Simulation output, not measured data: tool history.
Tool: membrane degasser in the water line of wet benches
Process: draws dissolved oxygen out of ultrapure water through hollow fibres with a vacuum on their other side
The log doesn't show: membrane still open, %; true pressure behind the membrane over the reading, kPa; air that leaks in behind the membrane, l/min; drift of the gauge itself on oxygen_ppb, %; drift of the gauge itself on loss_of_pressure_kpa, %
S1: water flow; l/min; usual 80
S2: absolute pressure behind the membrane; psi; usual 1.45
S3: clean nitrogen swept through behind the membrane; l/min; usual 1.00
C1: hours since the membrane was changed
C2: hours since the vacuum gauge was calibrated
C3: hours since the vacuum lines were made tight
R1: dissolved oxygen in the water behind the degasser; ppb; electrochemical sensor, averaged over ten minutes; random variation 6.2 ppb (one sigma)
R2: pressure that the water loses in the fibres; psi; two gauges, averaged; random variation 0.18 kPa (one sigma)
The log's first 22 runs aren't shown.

run	hour	S1	S2	S3	C1	C2	C3	R1	R2
23	3340.4	98	1.51	2.93	3353	2588	9767	922.6	6.469
24	3434.0	98	1.51	2.93	3447	2682	9861	923.4	6.427
25	3578.7	49	1.45	1.00	3591	2826	10006	661.6	3.247
26	3681.2	128	1.45	1.00	3694	2929	10108	1808.6	8.424
27	3835.1	71	1.45	0.53	3848	3083	10262	1298.1	4.653
28	3932.7	71	2.45	0.53	3945	3180	10360	2214.3	4.677
29	4094.5	87	1.68	1.00	4107	3342	10521	1390.0	5.729
30	4190.6	87	1.68	1.00	4203	3438	10618	1382.7	5.790
31	4296.2	87	0.99	0.48	4309	3544	10723	1074.0	5.751
32	4401.2	87	0.99	0.48	4414	3649	10828	1068.5	5.717

4 ways to go on from here, each from the tool as it stands after run 32. What would each give?
A	4525.9	68	1.45	1.00	4538	3773	10953	?	?
B	4525.9	80	3.09	0.42	4538	3773	10953	?	?
C	4525.9	54	2.92	0.43	4538	3773	10953	?	?
D	4525.9	87	0.99	2.72	4538	3773	10953	?	?

run	R1	R2
A	922.6	4.492
B	3225.7	5.291
C	2428.2	3.565
D	596.5	5.767
Without the tool's hidden state the same runs would have given:
run	R1	R2
A	900.7	4.364
B	3231.3	5.139
C	2435.2	3.464
D	560.7	5.600

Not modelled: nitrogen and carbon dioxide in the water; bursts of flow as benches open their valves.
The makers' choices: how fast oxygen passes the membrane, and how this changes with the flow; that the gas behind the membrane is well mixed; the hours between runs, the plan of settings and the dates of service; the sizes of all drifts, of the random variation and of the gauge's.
